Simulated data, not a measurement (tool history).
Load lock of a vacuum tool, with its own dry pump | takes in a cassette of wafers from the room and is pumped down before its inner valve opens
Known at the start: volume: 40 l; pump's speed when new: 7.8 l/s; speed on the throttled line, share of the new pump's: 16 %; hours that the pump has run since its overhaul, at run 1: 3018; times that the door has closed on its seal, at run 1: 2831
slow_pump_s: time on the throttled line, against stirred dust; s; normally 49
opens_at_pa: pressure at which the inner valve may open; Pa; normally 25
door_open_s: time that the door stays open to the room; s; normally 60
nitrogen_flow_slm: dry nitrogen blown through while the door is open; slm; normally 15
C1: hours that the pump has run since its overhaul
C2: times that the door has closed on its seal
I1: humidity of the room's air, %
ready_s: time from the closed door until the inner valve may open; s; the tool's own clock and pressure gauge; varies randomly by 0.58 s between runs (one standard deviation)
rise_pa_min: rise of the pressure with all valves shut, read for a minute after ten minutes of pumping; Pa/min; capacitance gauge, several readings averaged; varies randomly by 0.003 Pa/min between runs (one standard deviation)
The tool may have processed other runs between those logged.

{"run": 1, "hour": 0.0, "slow_pump_s": 49, "opens_at_pa": 25, "door_open_s": 60, "nitrogen_flow_slm": 15, "C1": 3018, "C2": 2831, "I1": 48.1, "ready_s": 85.1, "rise_pa_min": 0.039}
{"run": 2, "hour": 92.1, "slow_pump_s": 49, "opens_at_pa": 25, "door_open_s": 60, "nitrogen_flow_slm": 15, "C1": 3110, "C2": 3106, "I1": 43.4, "ready_s": 86.6, "rise_pa_min": 0.039}
{"run": 3, "hour": 162.2, "slow_pump_s": 49, "opens_at_pa": 25, "door_open_s": 60, "nitrogen_flow_slm": 15, "C1": 3181, "C2": 3314, "I1": 44.6, "ready_s": 86.5, "rise_pa_min": 0.041}
{"run": 4, "hour": 223.5, "slow_pump_s": 49, "opens_at_pa": 25, "door_open_s": 60, "nitrogen_flow_slm": 15, "C1": 3242, "C2": 3497, "I1": 46.3, "ready_s": 86.5, "rise_pa_min": 0.043}
{"run": 5, "hour": 306.2, "slow_pump_s": 49, "opens_at_pa": 25, "door_open_s": 60, "nitrogen_flow_slm": 15, "C1": 3324, "C2": 3742, "I1": 47.2, "ready_s": 86.1, "rise_pa_min": 0.042}
{"run": 6, "hour": 374.3, "slow_pump_s": 49, "opens_at_pa": 25, "door_open_s": 60, "nitrogen_flow_slm": 15, "C1": 3393, "C2": 3945, "I1": 47.0, "ready_s": 86.8, "rise_pa_min": 0.047}
{"run": 7, "hour": 415.1, "slow_pump_s": 49, "opens_at_pa": 25, "door_open_s": 60, "nitrogen_flow_slm": 15, "C1": 3433, "C2": 4066, "I1": 42.1, "ready_s": 86.9, "rise_pa_min": 0.045}
{"run": 8, "hour": 507.8, "slow_pump_s": 49, "opens_at_pa": 25, "door_open_s": 60, "nitrogen_flow_slm": 15, "C1": 3526, "C2": 4342, "I1": 43.8, "ready_s": 85.7, "rise_pa_min": 0.042}
{"run": 9, "hour": 585.5, "slow_pump_s": 49, "opens_at_pa": 25, "door_open_s": 60, "nitrogen_flow_slm": 15, "C1": 3604, "C2": 4573, "I1": 43.8, "ready_s": 86.6, "rise_pa_min": 0.044}
{"run": 10, "hour": 639.5, "slow_pump_s": 49, "opens_at_pa": 25, "door_open_s": 60, "nitrogen_flow_slm": 15, "C1": 3658, "C2": 4734, "I1": 46.1, "ready_s": 85.7, "rise_pa_min": 0.045}
{"run": 11, "hour": 702.5, "slow_pump_s": 33, "opens_at_pa": 27, "door_open_s": 98, "nitrogen_flow_slm": 5, "C1": 3721, "C2": 4921, "I1": 42.6, "ready_s": 73.3, "rise_pa_min": 0.063}
{"run": 12, "hour": 793.5, "slow_pump_s": 78, "opens_at_pa": 27, "door_open_s": 98, "nitrogen_flow_slm": 44, "C1": 3812, "C2": 5192, "I1": 42.0, "ready_s": 110.0, "rise_pa_min": 0.044}
{"run": 13, "hour": 846.4, "slow_pump_s": 78, "opens_at_pa": 27, "door_open_s": 98, "nitrogen_flow_slm": 44, "C1": 3865, "C2": 5350, "I1": 48.6, "ready_s": 109.4, "rise_pa_min": 0.046}
{"run": 14, "hour": 921.5, "slow_pump_s": 25, "opens_at_pa": 25, "door_open_s": 77, "nitrogen_flow_slm": 15, "C1": 3940, "C2": 5573, "I1": 43.7, "ready_s": 67.3, "rise_pa_min": 0.051}
{"run": 15, "hour": 972.7, "slow_pump_s": 25, "opens_at_pa": 25, "door_open_s": 77, "nitrogen_flow_slm": 15, "C1": 3991, "C2": 5725, "I1": 46.1, "ready_s": 68.1, "rise_pa_min": 0.055}
{"run": 16, "hour": 1054.9, "slow_pump_s": 25, "opens_at_pa": 25, "door_open_s": 77, "nitrogen_flow_slm": 15, "C1": 4073, "C2": 5970, "I1": 42.4, "ready_s": 67.5, "rise_pa_min": 0.052}
{"run": 17, "hour": 1133.2, "slow_pump_s": 27, "opens_at_pa": 25, "door_open_s": 60, "nitrogen_flow_slm": 36, "C1": 4152, "C2": 6203, "I1": 43.9, "ready_s": 69.3, "rise_pa_min": 0.043}
{"run": 18, "hour": 1210.2, "slow_pump_s": 27, "opens_at_pa": 25, "door_open_s": 60, "nitrogen_flow_slm": 36, "C1": 4229, "C2": 6432, "I1": 44.7, "ready_s": 68.6, "rise_pa_min": 0.037}
{"run": 19, "hour": 1265.8, "slow_pump_s": 27, "opens_at_pa": 30, "door_open_s": 147, "nitrogen_flow_slm": 36, "C1": 4284, "C2": 6597, "I1": 46.6, "ready_s": 66.8, "rise_pa_min": 0.06}

Below are 5 alternative next runs, each starting from the tool's condition after run 19. Predict each:
{"run": "A", "hour": 1319.8, "slow_pump_s": 27, "opens_at_pa": 30, "door_open_s": 229, "nitrogen_flow_slm": 13, "C1": 4338, "C2": 6758, "I1": 42.3, "ready_s": "?", "rise_pa_min": "?"}
{"run": "B", "hour": 1319.8, "slow_pump_s": 29, "opens_at_pa": 25, "door_open_s": 60, "nitrogen_flow_slm": 15, "C1": 4338, "C2": 6758, "I1": 44.8, "ready_s": "?", "rise_pa_min": "?"}
{"run": "C", "hour": 1319.8, "slow_pump_s": 27, "opens_at_pa": 30, "door_open_s": 147, "nitrogen_flow_slm": 6, "C1": 4338, "C2": 6758, "I1": 40.5, "ready_s": "?", "rise_pa_min": "?"}
{"run": "D", "hour": 1319.8, "slow_pump_s": 27, "opens_at_pa": 24, "door_open_s": 188, "nitrogen_flow_slm": 18, "C1": 4338, "C2": 6758, "I1": 44.7, "ready_s": "?", "rise_pa_min": "?"}
{"run": "E", "hour": 1319.8, "slow_pump_s": 53, "opens_at_pa": 24, "door_open_s": 48, "nitrogen_flow_slm": 15, "C1": 4338, "C2": 6758, "I1": 42.6, "ready_s": "?", "rise_pa_min": "?"}

run=A ready_s=68.3 rise_pa_min=0.100
run=B ready_s=70.4 rise_pa_min=0.057
run=C ready_s=68.1 rise_pa_min=0.083
run=D ready_s=68.8 rise_pa_min=0.077
run=E ready_s=90.9 rise_pa_min=0.049
With no hidden state in the tool, these same runs would have given:
run=A ready_s=64.4 rise_pa_min=0.077
run=B ready_s=66.4 rise_pa_min=0.034
run=C ready_s=64.1 rise_pa_min=0.060
run=D ready_s=64.7 rise_pa_min=0.054
run=E ready_s=87.2 rise_pa_min=0.025
